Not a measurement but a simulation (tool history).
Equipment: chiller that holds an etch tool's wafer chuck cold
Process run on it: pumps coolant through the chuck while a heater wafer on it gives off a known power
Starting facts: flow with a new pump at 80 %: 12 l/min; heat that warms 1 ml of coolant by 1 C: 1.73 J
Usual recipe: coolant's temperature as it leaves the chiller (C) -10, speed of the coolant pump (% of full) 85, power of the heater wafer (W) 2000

run	day	coolant's temperature as it leaves the chiller (C)	speed of the coolant pump (% of full)	power of the heater wafer (W)	chuck's temperature once it has settled (C)	how much warmer the coolant comes back (C)
1	0	-10	85	2000	9	5.67
2	2.029	-10	85	2000	9	5.71
3	4.454	-10	85	2000	9.2	5.76
4	6.346	-10	85	2082	9.8	6
5	8.471	-10	85	2082	10	5.98
6	10.392	-10	85	2082	9.9	5.95
7	11.896	-15	85	2082	5	5.97
8	13.188	-15	85	2082	4.8	6
9	14.533	-10	85	2000	9.4	5.68
10	15.829	-20	85	2000	-0.8	5.75
11	16.821	-15	66	2000	7.7	7.71
12	17.846	-19	64	2000	4.4	7.97
13	19.679	-19	64	2000	4.2	8.04
14	21.625	-14	92	1352	-1.4	3.59
15	23.433	-14	92	1352	-1.3	3.54
16	25.871	-10	72	2306	15.1	8.05
17	27.012	-13	69	2306	12.7	8.51
18	29.254	-13	69	2306	12.7	8.46
19	31.396	-13	69	2306	12.8	8.59

Consider 4 possible next runs. They are alternatives, not a sequence: every one starts from the tool as it was left by run 19. What does each give?
A	33.308	-17	85	1471	?	?
B	33.308	-14	85	2667	?	?
C	33.308	-10	97	2000	?	?
D	33.308	-11	75	2965	?	?

run	chuck's temperature once it has settled (C)	how much warmer the coolant comes back (C)
A	-2.3	4.3
B	12	7.77
C	7.9	5.02
D	20.4	10.01
Take away the tool's hidden state, keep each run's random variation, and the runs would have read:
run	chuck's temperature once it has settled (C)	how much warmer the coolant comes back (C)
A	-4.6	3.98
B	8.2	7.19
C	5.1	4.64
D	15.9	9.27

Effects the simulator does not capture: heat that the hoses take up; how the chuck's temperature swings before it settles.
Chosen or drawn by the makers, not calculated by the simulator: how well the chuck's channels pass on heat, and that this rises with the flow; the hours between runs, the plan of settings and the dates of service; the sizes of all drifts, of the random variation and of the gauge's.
